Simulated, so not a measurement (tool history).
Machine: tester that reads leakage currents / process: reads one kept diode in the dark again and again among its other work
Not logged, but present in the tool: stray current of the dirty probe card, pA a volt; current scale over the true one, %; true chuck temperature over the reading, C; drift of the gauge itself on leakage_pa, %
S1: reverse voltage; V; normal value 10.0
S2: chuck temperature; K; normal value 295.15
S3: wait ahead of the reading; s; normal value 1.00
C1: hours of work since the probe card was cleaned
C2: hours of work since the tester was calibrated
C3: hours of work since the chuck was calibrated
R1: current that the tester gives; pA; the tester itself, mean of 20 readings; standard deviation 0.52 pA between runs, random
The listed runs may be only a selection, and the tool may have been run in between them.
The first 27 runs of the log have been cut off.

Run 28, day 69.350: usual settings but S2 320.15 K, S3 2.84 s; C1 3235; C2 961; C3 418. Result: R1 1619.12 pA.
Run 29, day 71.271: usual settings but S2 297.15 K, S3 0.79 s; C1 3267; C2 994; C3 450. Result: R1 227.43 pA.
Run 30, day 74.571: usual settings but S3 2.16 s; C1 3322; C2 1049; C3 505. Result: R1 189.76 pA.
Run 31, day 77.912: usual settings but S3 2.16 s; C1 3378; C2 1105; C3 561. Result: R1 189.71 pA.
Run 32, day 79.721: usual settings but S2 314.15 K, S3 0.37 s; C1 3408; C2 1135; C3 592. Result: R1 1012.41 pA.
Run 33, day 82.733: usual settings but S1 2.6 V, S2 326.15 K, S3 1.36 s; C1 3459; C2 1185; C3 642. Result: R1 1475.75 pA.
Run 34, day 85.729: usual settings but S1 1.3 V, S2 325.15 K, S3 6.47 s; C1 3509; C2 1235; C3 692. Result: R1 1020.51 pA.
Run 35, day 88.362: usual settings but S1 4.9 V, S2 325.15 K, S3 3.17 s; C1 3553; C2 1279; C3 736. Result: R1 1810.32 pA.
Run 36, day 90.158: usual settings but S2 328.15 K; C1 3583; C2 1309; C3 766. Result: R1 3145.02 pA.
Run 37, day 92.512: usual settings but S1 1.5 V, S2 328.15 K, S3 5.35 s; C1 3622; C2 1349; C3 805. Result: R1 1379.83 pA.
Run 38, day 95.062: usual settings but S1 1.5 V, S2 328.15 K, S3 5.35 s; C1 3665; C2 1391; C3 848. Result: R1 1388.10 pA.
Run 39, day 97.958: usual settings but S1 12.2 V, S2 299.15 K, S3 0.45 s; C1 3713; C2 1440; C3 896. Result: R1 317.40 pA.
Run 40, day 100.121: usual settings but S1 12.2 V, S2 299.15 K, S3 0.45 s; C1 3749; C2 1476; C3 932. Result: R1 316.45 pA.

Each row is a separate what-if for the run after 40, all from the same tool condition, not one after another. Results?
Run A, day 101.604: usual settings but S1 3.5 V, S2 301.15 K, S3 0.73 s; C1 3774; C2 1500; C3 957. Result: R1 ?.
Run B, day 101.604: usual settings but S1 9.7 V, S2 322.15 K, S3 0.61 s; C1 3774; C2 1500; C3 957. Result: R1 ?.
Run C, day 101.604: usual settings but S2 298.15 K; C1 3774; C2 1500; C3 957. Result: R1 ?.
Run D, day 101.604: usual settings but S1 2.1 V, S2 299.15 K, S3 9.91 s; C1 3774; C2 1500; C3 957. Result: R1 ?.

run       R1
  A   212.73
  B  1969.38
  C   262.00
  D   140.89
With no hidden state in the tool, these same runs would have given:
run       R1
  A   189.65
  B  1797.20
  C   227.54
  D   125.59
